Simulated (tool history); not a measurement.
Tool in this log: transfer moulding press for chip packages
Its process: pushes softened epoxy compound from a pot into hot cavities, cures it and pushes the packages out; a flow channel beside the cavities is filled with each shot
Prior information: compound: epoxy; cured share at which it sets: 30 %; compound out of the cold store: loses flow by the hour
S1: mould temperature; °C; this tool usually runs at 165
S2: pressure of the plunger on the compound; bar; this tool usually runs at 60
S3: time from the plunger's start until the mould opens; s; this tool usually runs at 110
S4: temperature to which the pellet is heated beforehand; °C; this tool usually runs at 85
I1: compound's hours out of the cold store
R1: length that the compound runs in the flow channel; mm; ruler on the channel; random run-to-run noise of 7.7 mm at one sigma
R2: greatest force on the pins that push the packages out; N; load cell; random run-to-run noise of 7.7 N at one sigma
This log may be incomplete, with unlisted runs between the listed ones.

run	hour	S1	S2	S3	S4	I1	R1	R2
1	0	165	60	110	85	38.8	712	329
2	10.1	165	60	110	85	12.3	811	400
# hour 18.5: plunger's sealing rings changed
3	23	165	60	110	94	44.6	744	434
4	43.2	165	60	110	85	46.2	745	499
5	57.6	165	60	110	84	17.1	846	550
6	72.7	165	60	110	84	35.3	777	568
# hour 84.6: cavities cleaned with cleaning compound and waxed
7	95.2	165	60	110	84	24.1	811	381
8	108.5	165	60	110	85	14.6	843	463
9	125.5	165	70.1	110	85	11.6	901	548
10	142.2	165	70.1	94	85	47.1	770	669
11	158.1	165	60	110	85	22.3	804	609
# hour 167: cavities cleaned with cleaning compound and waxed
12	169.9	163	60	110	85	9.3	843	403
13	184.8	163	60	110	85	28.4	782	458
14	198.9	171	60	90	85	35.7	735	487
15	218.5	171	60	90	85	42.5	711	560
16	239.4	162	53.4	107	84	38.3	704	684
# hour 242.7: mould's thermocouples calibrated
# hour 251.1: cavities cleaned with cleaning compound and waxed
17	251.6	162	53.4	107	84	13.5	783	380
18	266.9	162	53.4	107	84	41.2	689	468
19	288.4	168	55.6	100	85	47	667	477
20	309	168	55.6	100	85	31.9	711	527
21	318.5	168	55.6	100	85	40.7	684	544
# hour 333.7: cavities cleaned with cleaning compound and waxed
22	333.8	168	55.6	100	85	9.7	788	302
23	348.3	173	60.7	118	93	41.6	699	345
# hour 367: mould's thermocouples calibrated, once more
24	367	166	61.3	110	81	8	837	485
25	378.6	166	61.3	110	81	24.6	766	504

Each row is a separate what-if for the run after 25, all from the same tool condition, not one after another. Results?
A	396	161	60	110	85	46.6	?	?
B	396	166	65.7	118	81	37.5	?	?
C	396	165	53	145	95	9.7	?	?
D	396	163	60	110	85	27.5	?	?
E	396	162	60	110	94	16.8	?	?

run	R1	R2
A	696	674
B	745	492
C	760	467
D	761	624
E	792	644
Had the tool no hidden state, the same runs would have come out as:
run	R1	R2
A	752	378
B	805	277
C	821	263
D	822	352
E	856	363
